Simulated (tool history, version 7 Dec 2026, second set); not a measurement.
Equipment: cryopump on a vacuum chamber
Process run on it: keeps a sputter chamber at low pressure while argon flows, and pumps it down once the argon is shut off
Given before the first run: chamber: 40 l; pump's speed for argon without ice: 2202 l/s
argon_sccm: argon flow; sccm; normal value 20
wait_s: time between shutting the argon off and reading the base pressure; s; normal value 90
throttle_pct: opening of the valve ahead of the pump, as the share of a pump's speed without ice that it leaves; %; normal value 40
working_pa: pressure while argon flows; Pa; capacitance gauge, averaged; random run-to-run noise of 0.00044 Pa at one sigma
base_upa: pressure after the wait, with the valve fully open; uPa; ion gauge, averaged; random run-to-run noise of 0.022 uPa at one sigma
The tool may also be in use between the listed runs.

Run 1, hour 0.0: usual settings. Result: working_pa 0.0410 Pa, base_upa 1.02 uPa.
Run 2, hour 23.5: usual settings. Result: working_pa 0.0414 Pa, base_upa 1.05 uPa.
Run 3, hour 69.8: usual settings. Result: working_pa 0.0423 Pa, base_upa 1.03 uPa.
Run 4, hour 90.7: usual settings but wait_s 135 s. Result: working_pa 0.0413 Pa, base_upa 0.88 uPa.
Run 5, hour 116.3: usual settings but wait_s 135 s. Result: working_pa 0.0423 Pa, base_upa 0.84 uPa.
Run 6, hour 148.4: usual settings but argon_sccm 36 sccm. Result: working_pa 0.0751 Pa, base_upa 1.01 uPa.
Run 7, hour 190.1: usual settings but argon_sccm 36 sccm. Result: working_pa 0.0760 Pa, base_upa 1.05 uPa.
At hour 213.3: pump warmed up, emptied and cooled again.
Run 8, hour 231.6: usual settings. Result: working_pa 0.0382 Pa, base_upa 0.91 uPa.
Run 9, hour 270.4: usual settings. Result: working_pa 0.0387 Pa, base_upa 0.95 uPa.
Run 10, hour 293.8: usual settings but argon_sccm 25 sccm. Result: working_pa 0.0489 Pa, base_upa 1.01 uPa.
Run 11, hour 327.6: usual settings but argon_sccm 25 sccm. Result: working_pa 0.0486 Pa, base_upa 0.99 uPa.
Run 12, hour 371.2: usual settings but argon_sccm 15 sccm. Result: working_pa 0.0298 Pa, base_upa 1.00 uPa.
Run 13, hour 408.2: usual settings but throttle_pct 51 %. Result: working_pa 0.0313 Pa, base_upa 1.01 uPa.
Run 14, hour 432.8: usual settings. Result: working_pa 0.0393 Pa, base_upa 1.01 uPa.
Run 15, hour 480.7: usual settings. Result: working_pa 0.0393 Pa, base_upa 1.01 uPa.
Run 16, hour 526.7: usual settings. Result: working_pa 0.0390 Pa, base_upa 1.03 uPa.
Run 17, hour 563.6: usual settings. Result: working_pa 0.0397 Pa, base_upa 1.03 uPa.
Run 18, hour 588.3: usual settings. Result: working_pa 0.0392 Pa, base_upa 1.04 uPa.
Run 19, hour 634.2: usual settings but argon_sccm 18 sccm, wait_s 158 s. Result: working_pa 0.0357 Pa, base_upa 0.80 uPa.
Run 20, hour 656.0: usual settings but argon_sccm 18 sccm, wait_s 158 s. Result: working_pa 0.0363 Pa, base_upa 0.83 uPa.
Run 21, hour 703.7: usual settings but argon_sccm 18 sccm, wait_s 62 s. Result: working_pa 0.0353 Pa, base_upa 1.31 uPa.
Run 22, hour 728.6: usual settings but argon_sccm 18 sccm, wait_s 62 s, throttle_pct 45 %. Result: working_pa 0.0316 Pa, base_upa 1.33 uPa.
Run 23, hour 769.5: usual settings but argon_sccm 40 sccm. Result: working_pa 0.0801 Pa, base_upa 1.13 uPa.
Run 24, hour 799.0: usual settings but throttle_pct 53 %. Result: working_pa 0.0308 Pa, base_upa 1.12 uPa.
Run 25, hour 823.8: usual settings but wait_s 117 s, throttle_pct 30 %. Result: working_pa 0.0527 Pa, base_upa 1.06 uPa.
Run 26, hour 848.7: usual settings but wait_s 117 s, throttle_pct 25 %. Result: working_pa 0.0633 Pa, base_upa 1.02 uPa.
Run 27, hour 886.0: usual settings but argon_sccm 23 sccm, wait_s 96 s, throttle_pct 18 %. Result: working_pa 0.1007 Pa, base_upa 1.07 uPa.
Run 28, hour 910.7: usual settings but argon_sccm 23 sccm, wait_s 96 s, throttle_pct 18 %. Result: working_pa 0.0994 Pa, base_upa 1.10 uPa.
Run 29, hour 936.4: usual settings but wait_s 161 s, throttle_pct 58 %. Result: working_pa 0.0287 Pa, base_upa 0.91 uPa.
Run 30, hour 956.3: usual settings but wait_s 161 s, throttle_pct 58 %. Result: working_pa 0.0283 Pa, base_upa 0.90 uPa.
Run 31, hour 993.7: usual settings but argon_sccm 19 sccm, wait_s 37 s, throttle_pct 51 %. Result: working_pa 0.0297 Pa, base_upa 1.89 uPa.
Run 32, hour 1031.8: usual settings but argon_sccm 19 sccm, wait_s 37 s, throttle_pct 51 %. Result: working_pa 0.0311 Pa, base_upa 1.95 uPa.
Run 33, hour 1052.4: usual settings but argon_sccm 18 sccm, wait_s 37 s, throttle_pct 51 %. Result: working_pa 0.0292 Pa, base_upa 1.92 uPa.

Forecast each of these 4 alternatives for the next run:
Run A, hour 1073.5: usual settings but argon_sccm 18 sccm, wait_s 37 s, throttle_pct 41 %. Result: working_pa ?, base_upa ?.
Run B, hour 1073.5: usual settings but throttle_pct 36 %. Result: working_pa ?, base_upa ?.
Run C, hour 1073.5: usual settings but argon_sccm 19 sccm, wait_s 25 s, throttle_pct 43 %. Result: working_pa ?, base_upa ?.
Run D, hour 1073.5: usual settings but argon_sccm 19 sccm, wait_s 232 s. Result: working_pa ?, base_upa ?.

run  working_pa  base_upa
  A      0.0359      1.95
  B      0.0449      1.14
  C      0.0359      2.53
  D      0.0396      0.83
Take away the tool's hidden state, keep each run's random variation, and the runs would have read:
run  working_pa  base_upa
  A      0.0339      1.45
  B      0.0427      0.63
  C      0.0338      2.02
  D      0.0375      0.33
